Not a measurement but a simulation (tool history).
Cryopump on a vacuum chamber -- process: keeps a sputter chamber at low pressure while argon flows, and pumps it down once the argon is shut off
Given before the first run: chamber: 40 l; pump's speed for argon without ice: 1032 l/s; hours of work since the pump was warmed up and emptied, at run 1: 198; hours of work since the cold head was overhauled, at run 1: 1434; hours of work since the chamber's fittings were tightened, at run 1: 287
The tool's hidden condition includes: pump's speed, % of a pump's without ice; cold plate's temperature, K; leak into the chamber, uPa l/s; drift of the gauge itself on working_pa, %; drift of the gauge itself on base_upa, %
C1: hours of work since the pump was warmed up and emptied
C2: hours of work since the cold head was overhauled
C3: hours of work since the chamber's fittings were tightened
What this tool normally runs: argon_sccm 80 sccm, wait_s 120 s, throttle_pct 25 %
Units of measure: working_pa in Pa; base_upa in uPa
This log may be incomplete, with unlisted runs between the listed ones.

run 1 hour=0.0 | argon_sccm=80 wait_s=120 throttle_pct=25 | C1=198 C2=1434 C3=287 | working_pa=0.5356 base_upa=1.44
run 2 hour=62.0 | argon_sccm=80 wait_s=120 throttle_pct=25 | C1=244 C2=1480 C3=333 | working_pa=0.5335 base_upa=1.46
run 3 hour=160.1 | argon_sccm=80 wait_s=211 throttle_pct=25 | C1=317 C2=1552 C3=406 | working_pa=0.5398 base_upa=1.11
run 4 hour=227.7 | argon_sccm=80 wait_s=30 throttle_pct=25 | C1=367 C2=1603 C3=456 | working_pa=0.5413 base_upa=4.63
run 5 hour=276.0 | argon_sccm=80 wait_s=30 throttle_pct=25 | C1=402 C2=1638 C3=492 | working_pa=0.5426 base_upa=4.55
run 6 hour=327.4 | argon_sccm=80 wait_s=30 throttle_pct=25 | C1=440 C2=1676 C3=530 | working_pa=0.5449 base_upa=4.79
run 7 hour=377.8 | argon_sccm=80 wait_s=30 throttle_pct=25 | C1=478 C2=1714 C3=567 | working_pa=0.5462 base_upa=4.60
run 8 hour=480.5 | argon_sccm=59 wait_s=30 throttle_pct=25 | C1=554 C2=1790 C3=643 | working_pa=0.4077 base_upa=4.66
-- hour=531.7 pump warmed up, emptied and cooled again
run 9 hour=579.8 | argon_sccm=59 wait_s=30 throttle_pct=25 | C1=36 C2=1860 C3=713 | working_pa=0.3900 base_upa=4.64
run 10 hour=642.0 | argon_sccm=59 wait_s=30 throttle_pct=25 | C1=82 C2=1906 C3=759 | working_pa=0.3864 base_upa=4.65
run 11 hour=728.7 | argon_sccm=59 wait_s=30 throttle_pct=25 | C1=146 C2=1970 C3=823 | working_pa=0.3939 base_upa=4.72
run 12 hour=834.2 | argon_sccm=59 wait_s=30 throttle_pct=25 | C1=224 C2=2048 C3=901 | working_pa=0.3941 base_upa=4.68
run 13 hour=882.5 | argon_sccm=59 wait_s=30 throttle_pct=25 | C1=260 C2=2084 C3=937 | working_pa=0.3961 base_upa=4.80
run 14 hour=961.0 | argon_sccm=59 wait_s=30 throttle_pct=25 | C1=318 C2=2142 C3=995 | working_pa=0.4018 base_upa=4.79
run 15 hour=1035.9 | argon_sccm=59 wait_s=30 throttle_pct=25 | C1=373 C2=2198 C3=1051 | working_pa=0.3995 base_upa=4.82
run 16 hour=1143.9 | argon_sccm=59 wait_s=30 throttle_pct=25 | C1=453 C2=2278 C3=1131 | working_pa=0.4051 base_upa=4.80
run 17 hour=1211.5 | argon_sccm=59 wait_s=30 throttle_pct=25 | C1=504 C2=2328 C3=1181 | working_pa=0.4069 base_upa=4.81
-- hour=1327.1 pump warmed up, emptied and cooled again
run 18 hour=1330.0 | argon_sccm=59 wait_s=30 throttle_pct=25 | C1=2 C2=2412 C3=1265 | working_pa=0.3890 base_upa=4.66
run 19 hour=1421.5 | argon_sccm=59 wait_s=30 throttle_pct=25 | C1=70 C2=2479 C3=1333 | working_pa=0.3918 base_upa=4.86
run 20 hour=1483.1 | argon_sccm=45 wait_s=125 throttle_pct=27 | C1=116 C2=2525 C3=1378 | working_pa=0.2746 base_upa=1.70
run 21 hour=1574.7 | argon_sccm=45 wait_s=125 throttle_pct=27 | C1=183 C2=2593 C3=1446 | working_pa=0.2795 base_upa=1.69
run 22 hour=1630.8 | argon_sccm=80 wait_s=109 throttle_pct=26 | C1=225 C2=2635 C3=1488 | working_pa=0.5144 base_upa=1.83
run 23 hour=1707.9 | argon_sccm=81 wait_s=34 throttle_pct=21 | C1=282 C2=2692 C3=1545 | working_pa=0.6489 base_upa=4.41
run 24 hour=1764.9 | argon_sccm=43 wait_s=92 throttle_pct=30 | C1=324 C2=2734 C3=1587 | working_pa=0.2434 base_upa=2.06
run 25 hour=1844.2 | argon_sccm=80 wait_s=215 throttle_pct=17 | C1=383 C2=2793 C3=1646 | working_pa=0.7863 base_upa=1.32
run 26 hour=1959.5 | argon_sccm=48 wait_s=59 throttle_pct=28 | C1=468 C2=2878 C3=1731 | working_pa=0.2960 base_upa=2.99
run 27 hour=2014.6 | argon_sccm=78 wait_s=162 throttle_pct=17 | C1=509 C2=2919 C3=1772 | working_pa=0.7762 base_upa=1.60
run 28 hour=2099.3 | argon_sccm=156 wait_s=162 throttle_pct=27 | C1=572 C2=2982 C3=1835 | working_pa=1.0048 base_upa=1.61
-- hour=2120.2 pump warmed up, emptied and cooled again
run 29 hour=2166.9 | argon_sccm=71 wait_s=104 throttle_pct=22 | C1=35 C2=3028 C3=1881 | working_pa=0.5352 base_upa=1.90
run 30 hour=2215.1 | argon_sccm=71 wait_s=104 throttle_pct=22 | C1=70 C2=3064 C3=1917 | working_pa=0.5327 base_upa=1.91
run 31 hour=2273.8 | argon_sccm=42 wait_s=120 throttle_pct=25 | C1=114 C2=3107 C3=1960 | working_pa=0.2805 base_upa=1.83
run 32 hour=2378.1 | argon_sccm=42 wait_s=120 throttle_pct=25 | C1=191 C2=3184 C3=2038 | working_pa=0.2822 base_upa=1.87
run 33 hour=2471.2 | argon_sccm=42 wait_s=120 throttle_pct=25 | C1=260 C2=3253 C3=2107 | working_pa=0.2812 base_upa=1.83

Below are 5 alternative next runs, each starting from the tool's condition after run 33. Predict each:
run A hour=2530.0 | argon_sccm=49 wait_s=50 throttle_pct=15 | C1=304 C2=3297 C3=2150 | working_pa=? base_upa=?
run B hour=2530.0 | argon_sccm=59 wait_s=41 throttle_pct=40 | C1=304 C2=3297 C3=2150 | working_pa=? base_upa=?
run C hour=2530.0 | argon_sccm=93 wait_s=20 throttle_pct=16 | C1=304 C2=3297 C3=2150 | working_pa=? base_upa=?
run D hour=2530.0 | argon_sccm=84 wait_s=42 throttle_pct=37 | C1=304 C2=3297 C3=2150 | working_pa=? base_upa=?
run E hour=2530.0 | argon_sccm=55 wait_s=120 throttle_pct=25 | C1=304 C2=3297 C3=2150 | working_pa=? base_upa=?

run=A working_pa=0.5426 base_upa=3.41
run=B working_pa=0.2531 base_upa=3.83
run=C working_pa=0.9628 base_upa=7.17
run=D working_pa=0.3867 base_upa=3.81
run=E working_pa=0.3718 base_upa=1.82
Take away the tool's hidden state, keep each run's random variation, and the runs would have read:
run=A working_pa=0.5322 base_upa=2.84
run=B working_pa=0.2406 base_upa=3.27
run=C working_pa=0.9432 base_upa=6.60
run=D working_pa=0.3691 base_upa=3.25
run=E working_pa=0.3601 base_upa=1.27

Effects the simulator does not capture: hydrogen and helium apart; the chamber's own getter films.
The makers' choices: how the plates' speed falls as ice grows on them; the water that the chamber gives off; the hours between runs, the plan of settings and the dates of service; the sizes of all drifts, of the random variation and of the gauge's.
